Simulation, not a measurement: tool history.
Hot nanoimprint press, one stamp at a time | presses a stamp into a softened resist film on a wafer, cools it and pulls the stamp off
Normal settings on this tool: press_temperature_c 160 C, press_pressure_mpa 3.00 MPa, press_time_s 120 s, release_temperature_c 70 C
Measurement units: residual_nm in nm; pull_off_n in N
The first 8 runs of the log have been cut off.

| run | day | press_temperature_c | press_pressure_mpa | press_time_s | release_temperature_c | residual_nm | pull_off_n |
|---|---|---|---|---|---|---|---|
| 9 | 3.067 | 160 | 3.00 | 120 | 70 | 274.7 | 183 |
| 10 | 3.321 | 160 | 3.00 | 120 | 70 | 270.4 | 179 |
| 11 | 3.708 | 160 | 3.00 | 120 | 77 | 272.7 | 155 |
| 12 | 4.075 | 160 | 3.00 | 120 | 77 | 275.8 | 153 |
| 13 | 4.621 | 160 | 2.62 | 120 | 70 | 293.8 | 183 |
| 14 | 5.158 | 160 | 2.62 | 120 | 70 | 292.2 | 178 |
| 15 | 5.588 | 160 | 2.62 | 120 | 56 | 291.1 | 235 |
| 16 | 5.942 | 150 | 4.06 | 175 | 70 | 345.8 | 186 |
| 17 | 6.212 | 157 | 4.06 | 175 | 70 | 237.9 | 187 |
| 18 | 6.750 | 157 | 4.20 | 62 | 71 | 355.7 | 179 |
| 19 | 7.233 | 152 | 2.34 | 91 | 67 | 474.0 | 195 |
| 20 | 7.671 | 152 | 2.34 | 91 | 67 | 477.1 | 196 |
| 21 | 8.029 | 165 | 3.00 | 202 | 70 | 169.7 | 191 |
| 22 | 8.362 | 165 | 2.84 | 91 | 58 | 251.7 | 233 |
| 23 | 8.738 | 166 | 3.00 | 120 | 70 | 207.2 | 190 |
| 24 | 9.025 | 166 | 3.00 | 120 | 70 | 207.1 | 186 |
| 25 | 9.504 | 166 | 3.00 | 120 | 70 | 210.8 | 198 |
| 26 | 10.012 | 160 | 4.40 | 111 | 59 | 241.4 | 232 |
| 27 | 10.567 | 160 | 3.00 | 120 | 70 | 278.5 | 197 |
| 28 | 10.912 | 160 | 3.00 | 168 | 70 | 245.5 | 190 |
| 29 | 11.183 | 153 | 3.00 | 67 | 70 | 469.1 | 190 |
| 30 | 11.625 | 160 | 3.00 | 120 | 73 | 278.7 | 178 |

Branching from run 30: 4 alternative next runs. What would each branch give?
| A | 12.079 | 160 | 3.00 | 120 | 75 | ? | ? |
| B | 12.079 | 158 | 3.00 | 153 | 61 | ? | ? |
| C | 12.079 | 165 | 3.00 | 120 | 73 | ? | ? |
| D | 12.079 | 164 | 3.00 | 168 | 55 | ? | ? |

| run | residual_nm | pull_off_n |
|---|---|---|
| A | 280.3 | 174 |
| B | 279.5 | 222 |
| C | 219.7 | 186 |
| D | 200.1 | 250 |
Had the tool no hidden state, the same runs would have come out as:
| run | residual_nm | pull_off_n |
|---|---|---|
| A | 261.7 | 147 |
| B | 260.4 | 189 |
| C | 205.2 | 157 |
| D | 186.5 | 213 |
